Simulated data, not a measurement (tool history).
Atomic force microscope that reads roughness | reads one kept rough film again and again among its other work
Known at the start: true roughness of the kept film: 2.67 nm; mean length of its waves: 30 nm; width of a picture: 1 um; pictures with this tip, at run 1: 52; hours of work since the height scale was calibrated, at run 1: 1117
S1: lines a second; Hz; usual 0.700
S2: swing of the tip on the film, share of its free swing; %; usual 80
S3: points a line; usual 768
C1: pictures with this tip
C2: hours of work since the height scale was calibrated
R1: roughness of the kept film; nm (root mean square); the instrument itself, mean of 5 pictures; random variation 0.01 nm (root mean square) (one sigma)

run	day	S1	S2	S3	C1	C2	R1
1	0.000	0.700	80	768	52	1117	2.184
2	2.383	0.591	80	768	127	1150	2.054
3	3.671	0.636	80	768	168	1167	1.993
4	5.675	0.636	80	768	231	1195	1.901
# day 6.842: new tip fitted
5	6.842	0.700	80	768	0	1211	2.259
6	7.825	0.700	68	768	31	1225	2.277
7	10.212	0.700	68	768	106	1258	2.156
8	12.200	0.700	80	768	169	1285	1.979
9	13.729	0.700	80	768	217	1307	1.902
# day 13.896: height scale calibrated on a step standard
# day 15.442: new tip fitted
10	16.038	0.700	80	768	19	29	2.213
11	17.900	0.700	74	768	78	55	2.144
12	20.071	0.700	80	768	147	85	2.006
# day 21.021: height scale calibrated on a step standard, once more
13	22.379	0.700	80	491	218	19	1.919
# day 24.096: new tip fitted
14	24.179	0.700	80	491	2	43	2.255
15	26.404	0.700	69	768	72	74	2.206
16	28.275	0.700	87	768	132	100	2.005
17	30.571	0.700	77	649	204	132	1.944
# day 32.642: new tip fitted
18	32.642	0.700	77	649	0	160	2.321
19	34.717	0.700	77	649	65	189	2.192
20	36.258	0.700	77	649	114	211	2.109
21	37.929	1.369	80	271	167	234	1.873
22	40.238	3.570	83	567	239	266	1.455
# day 41.250: new tip fitted
23	41.392	3.362	83	637	4	281	1.789
24	43.142	3.362	65	637	59	306	2.047
25	45.400	3.362	56	637	131	337	2.045
26	47.379	3.362	56	637	193	364	1.933
27	49.454	2.388	80	768	259	393	1.615

3 ways to go on from here, each from the tool as it stands after run 27. What would each give?
# day 49.858: new tip fitted
A	51.517	0.700	80	847	52	421	?
# day 49.858: new tip fitted
B	51.517	1.398	60	768	52	421	?
# day 49.858: new tip fitted
C	51.517	0.733	75	541	52	421	?

run	R1
A	2.181
B	2.212
C	2.209
Without the tool's hidden state the same runs would have given:
run	R1
A	2.309
B	2.343
C	2.339

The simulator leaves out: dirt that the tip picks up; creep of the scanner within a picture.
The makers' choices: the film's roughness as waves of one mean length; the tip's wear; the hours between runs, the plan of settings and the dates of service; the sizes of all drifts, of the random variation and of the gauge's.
